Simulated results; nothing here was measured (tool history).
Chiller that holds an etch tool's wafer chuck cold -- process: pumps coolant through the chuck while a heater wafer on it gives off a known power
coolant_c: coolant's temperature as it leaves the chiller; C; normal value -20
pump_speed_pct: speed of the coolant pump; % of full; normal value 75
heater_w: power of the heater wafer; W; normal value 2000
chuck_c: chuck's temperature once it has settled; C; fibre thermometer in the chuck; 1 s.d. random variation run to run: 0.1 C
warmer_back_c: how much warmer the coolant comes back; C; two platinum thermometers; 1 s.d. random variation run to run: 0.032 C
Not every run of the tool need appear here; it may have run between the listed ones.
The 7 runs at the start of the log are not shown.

run    hour  coolant_c  pump_speed_pct  heater_w  hours since the coolant was changed and the channels were flushed  hours since the pump was overhauled  hours since the chiller's thermometer was calibrated  chuck_c  warmer_back_c
  8   347.5        -20              75      2000                                                               2125                                 1253                                                  2299     -3.8           6.39
  9     389        -20              72      2000                                                               2166                                 1295                                                  2340     -3.2           6.77
 10   420.2        -20              72      2000                                                               2197                                 1326                                                  2372     -3.2           6.68
 11   452.2        -20              75      2000                                                               2229                                 1358                                                  2404       -4           6.44
 12   509.7        -20              75      2000                                                               2287                                 1415                                                  2461     -3.8           6.45
 13     536        -20              75      2000                                                               2313                                 1442                                                  2487     -3.8           6.47
 14   581.8        -20              75      1540                                                               2359                                 1487                                                  2533     -7.6            4.9
 15   611.6        -26              75      1540                                                               2389                                 1517                                                  2563    -13.4           4.93
 16     655        -26              88      1540                                                               2432                                 1561                                                  2606    -15.1           4.13
 17   710.5        -30              78      1470                                                               2488                                 1616                                                  2662    -18.3           4.61
 18   751.6        -30              78      1470                                                               2529                                 1657                                                  2703    -18.4           4.52
 19   810.6        -30              78      1470                                                               2588                                 1716                                                  2762    -18.4           4.53
        820  -- coolant pump overhauled
 20   868.3        -20              66      1330                                                               2640                                   48                                                  2815     -7.9           4.95
      915.9  -- coolant pump overhauled, once more
 21   916.9        -11              94      1497                                                               2684                                    1                                                  2858     -0.6           3.69
 22   978.8        -11              94      1497                                                               2746                                   63                                                  2920     -0.9            3.7
 23  1031.6        -11              94      1497                                                               2799                                  116                                                  2973     -0.8           3.74
 24    1065        -20              95      2000                                                               2832                                  149                                                  3006     -6.6           4.89
 25  1105.7        -26              95      2000                                                               2873                                  190                                                  3047    -12.6           4.93
 26  1165.6        -19              75      1568                                                               2933                                  250                                                  3107     -6.2           5.05
 27  1217.6        -20              96      1640                                                               2985                                  302                                                  3159     -8.9           3.98
 28  1271.3        -13              96      2545                                                               3038                                  355                                                  3213      4.2           6.15
 29  1311.1        -13              96      2545                                                               3078                                  395                                                  3252      4.2           6.12
 30  1359.6        -13              96      2545                                                               3127                                  444                                                  3301        4           6.14
 31  1402.1        -13              96      2545                                                               3169                                  486                                                  3343        4           6.16

Branching from run 31: 3 alternative next runs. What would each branch give?
  A  1429.3        -20              75      1051                                                               3196                                  513                                                  3371        ?              ?
  B  1429.3        -13              68      2745                                                               3196                                  513                                                  3371        ?              ?
  C  1429.3        -20              75      1866                                                               3196                                  513                                                  3371        ?              ?

run  chuck_c  warmer_back_c
  A    -11.3           3.35
  B     11.4           9.82
  C     -4.5           6.05
What these runs would have given with no unlogged condition in the tool:
run  chuck_c  warmer_back_c
  A      -12           3.32
  B      9.8           9.73
  C     -5.6           5.99
